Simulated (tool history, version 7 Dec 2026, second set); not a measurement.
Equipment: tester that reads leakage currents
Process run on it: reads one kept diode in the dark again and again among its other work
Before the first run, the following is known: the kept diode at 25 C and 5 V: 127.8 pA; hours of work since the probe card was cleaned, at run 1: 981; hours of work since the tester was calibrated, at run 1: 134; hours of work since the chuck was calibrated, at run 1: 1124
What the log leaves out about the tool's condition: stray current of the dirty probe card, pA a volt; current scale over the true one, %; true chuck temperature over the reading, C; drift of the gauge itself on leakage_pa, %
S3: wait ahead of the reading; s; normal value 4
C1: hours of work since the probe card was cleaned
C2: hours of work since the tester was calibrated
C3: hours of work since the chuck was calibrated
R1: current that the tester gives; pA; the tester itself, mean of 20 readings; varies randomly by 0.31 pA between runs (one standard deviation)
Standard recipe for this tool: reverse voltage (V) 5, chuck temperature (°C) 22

{"run": 1, "day": 0.0, "reverse voltage (V)": 5, "chuck temperature (°C)": 22, "S3": 4, "C1": 981, "C2": 134, "C3": 1124, "R1": 101.3}
{"run": 2, "day": 1.333, "reverse voltage (V)": 5, "chuck temperature (°C)": 22, "S3": 4, "C1": 996, "C2": 149, "C3": 1139, "R1": 101.5}
{"run": 3, "day": 3.271, "reverse voltage (V)": 5, "chuck temperature (°C)": 22, "S3": 4, "C1": 1018, "C2": 171, "C3": 1160, "R1": 101.31}
{"run": 4, "day": 5.212, "reverse voltage (V)": 5, "chuck temperature (°C)": 22, "S3": 4, "C1": 1040, "C2": 193, "C3": 1182, "R1": 100.95}
{"run": 5, "day": 6.483, "reverse voltage (V)": 5, "chuck temperature (°C)": 22, "S3": 4, "C1": 1054, "C2": 207, "C3": 1196, "R1": 101.39}
{"run": 6, "day": 8.367, "reverse voltage (V)": 5, "chuck temperature (°C)": 22, "S3": 4, "C1": 1075, "C2": 228, "C3": 1217, "R1": 101.21}
{"run": 7, "day": 9.596, "reverse voltage (V)": 7.75, "chuck temperature (°C)": 22, "S3": 1.14, "C1": 1089, "C2": 242, "C3": 1231, "R1": 118.89}
{"run": 8, "day": 11.938, "reverse voltage (V)": 7.75, "chuck temperature (°C)": 22, "S3": 1.14, "C1": 1115, "C2": 268, "C3": 1257, "R1": 118.61}
{"run": 9, "day": 14.242, "reverse voltage (V)": 7.75, "chuck temperature (°C)": 22, "S3": 1.14, "C1": 1141, "C2": 294, "C3": 1283, "R1": 118.79}
{"run": 10, "day": 15.629, "reverse voltage (V)": 1.09, "chuck temperature (°C)": 22, "S3": 1.14, "C1": 1156, "C2": 309, "C3": 1299, "R1": 59.22}
{"run": 11, "day": 17.188, "reverse voltage (V)": 1.09, "chuck temperature (°C)": 22, "S3": 2.01, "C1": 1174, "C2": 327, "C3": 1316, "R1": 59.1}

3 ways to go on from here, each from the tool as it stands after run 11. What would each give?
{"run": "A", "day": 19.433, "reverse voltage (V)": 5, "chuck temperature (°C)": 22, "S3": 8, "C1": 1199, "C2": 352, "C3": 1341, "R1": "?"}
{"run": "B", "day": 19.433, "reverse voltage (V)": 9.64, "chuck temperature (°C)": 22, "S3": 4, "C1": 1199, "C2": 352, "C3": 1341, "R1": "?"}
{"run": "C", "day": 19.433, "reverse voltage (V)": 2.65, "chuck temperature (°C)": 22, "S3": 4, "C1": 1199, "C2": 352, "C3": 1341, "R1": "?"}

run=A R1=101.44
run=B R1=127.81
run=C R1=80.79
The same runs, with their run-to-run variation unchanged, on a tool lacking any hidden condition would have given:
run=A R1=101.38
run=B R1=127.73
run=C R1=80.75
